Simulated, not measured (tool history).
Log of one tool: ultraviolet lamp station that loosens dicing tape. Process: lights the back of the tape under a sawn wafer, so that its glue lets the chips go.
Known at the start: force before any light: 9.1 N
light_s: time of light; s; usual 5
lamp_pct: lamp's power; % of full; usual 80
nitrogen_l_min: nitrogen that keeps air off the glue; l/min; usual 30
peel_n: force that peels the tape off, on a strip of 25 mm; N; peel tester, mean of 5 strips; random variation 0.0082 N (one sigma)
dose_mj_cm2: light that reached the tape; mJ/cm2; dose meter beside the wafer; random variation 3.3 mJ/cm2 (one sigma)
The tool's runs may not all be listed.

run 1 day=0 | light_s=5 lamp_pct=80 nitrogen_l_min=30 | peel_n=0.487 dose_mj_cm2=445
run 2 day=0.529 | light_s=5 lamp_pct=80 nitrogen_l_min=30 | peel_n=0.48 dose_mj_cm2=440
run 3 day=1.758 | light_s=5 lamp_pct=80 nitrogen_l_min=30 | peel_n=0.501 dose_mj_cm2=439
-- day=2.892 window cleaned of glue's vapour
run 4 day=2.912 | light_s=5 lamp_pct=80 nitrogen_l_min=30 | peel_n=0.511 dose_mj_cm2=430
run 5 day=4.038 | light_s=5 lamp_pct=80 nitrogen_l_min=30 | peel_n=0.535 dose_mj_cm2=432
run 6 day=4.704 | light_s=5 lamp_pct=80 nitrogen_l_min=30 | peel_n=0.526 dose_mj_cm2=427
-- day=5.062 window cleaned of glue's vapour, once more
run 7 day=5.475 | light_s=5 lamp_pct=80 nitrogen_l_min=30 | peel_n=0.465 dose_mj_cm2=464
run 8 day=6.046 | light_s=5 lamp_pct=80 nitrogen_l_min=30 | peel_n=0.467 dose_mj_cm2=453
run 9 day=7.229 | light_s=5 lamp_pct=80 nitrogen_l_min=30 | peel_n=0.467 dose_mj_cm2=456
run 10 day=7.758 | light_s=5 lamp_pct=80 nitrogen_l_min=30 | peel_n=0.457 dose_mj_cm2=456
run 11 day=8.675 | light_s=5 lamp_pct=80 nitrogen_l_min=30 | peel_n=0.462 dose_mj_cm2=451
run 12 day=9.638 | light_s=5 lamp_pct=80 nitrogen_l_min=30 | peel_n=0.45 dose_mj_cm2=455
run 13 day=10.608 | light_s=4 lamp_pct=80 nitrogen_l_min=30 | peel_n=0.829 dose_mj_cm2=360
run 14 day=11.212 | light_s=4 lamp_pct=80 nitrogen_l_min=30 | peel_n=0.785 dose_mj_cm2=362
run 15 day=12.45 | light_s=4 lamp_pct=80 nitrogen_l_min=30 | peel_n=0.801 dose_mj_cm2=353
run 16 day=13.629 | light_s=5 lamp_pct=80 nitrogen_l_min=10 | peel_n=1.275 dose_mj_cm2=444
run 17 day=14.296 | light_s=3 lamp_pct=62 nitrogen_l_min=55 | peel_n=1.715 dose_mj_cm2=206
run 18 day=14.858 | light_s=6 lamp_pct=74 nitrogen_l_min=55 | peel_n=0.24 dose_mj_cm2=494
run 19 day=15.967 | light_s=5 lamp_pct=96 nitrogen_l_min=20 | peel_n=0.476 dose_mj_cm2=532
run 20 day=16.85 | light_s=2 lamp_pct=64 nitrogen_l_min=14 | peel_n=4.467 dose_mj_cm2=143
run 21 day=17.875 | light_s=8 lamp_pct=60 nitrogen_l_min=26 | peel_n=0.367 dose_mj_cm2=530
run 22 day=18.962 | light_s=8 lamp_pct=60 nitrogen_l_min=26 | peel_n=0.361 dose_mj_cm2=525
run 23 day=19.712 | light_s=8 lamp_pct=60 nitrogen_l_min=16 | peel_n=0.585 dose_mj_cm2=519
run 24 day=20.762 | light_s=5 lamp_pct=73 nitrogen_l_min=30 | peel_n=0.661 dose_mj_cm2=396
run 25 day=21.662 | light_s=5 lamp_pct=73 nitrogen_l_min=30 | peel_n=0.683 dose_mj_cm2=393
run 26 day=22.875 | light_s=5 lamp_pct=73 nitrogen_l_min=30 | peel_n=0.646 dose_mj_cm2=389
run 27 day=23.862 | light_s=5 lamp_pct=73 nitrogen_l_min=30 | peel_n=0.662 dose_mj_cm2=386

Forecast each of these 3 alternatives for the next run:
run A day=24.658 | light_s=5 lamp_pct=71 nitrogen_l_min=30 | peel_n=? dose_mj_cm2=?
run B day=24.658 | light_s=5 lamp_pct=68 nitrogen_l_min=21 | peel_n=? dose_mj_cm2=?
run C day=24.658 | light_s=5 lamp_pct=76 nitrogen_l_min=30 | peel_n=? dose_mj_cm2=?

run=A peel_n=0.758 dose_mj_cm2=375
run=B peel_n=1.077 dose_mj_cm2=361
run=C peel_n=0.626 dose_mj_cm2=403
Without the tool's hidden state the same runs would have given:
run=A peel_n=0.458 dose_mj_cm2=464
run=B peel_n=0.678 dose_mj_cm2=447
run=C peel_n=0.378 dose_mj_cm2=499
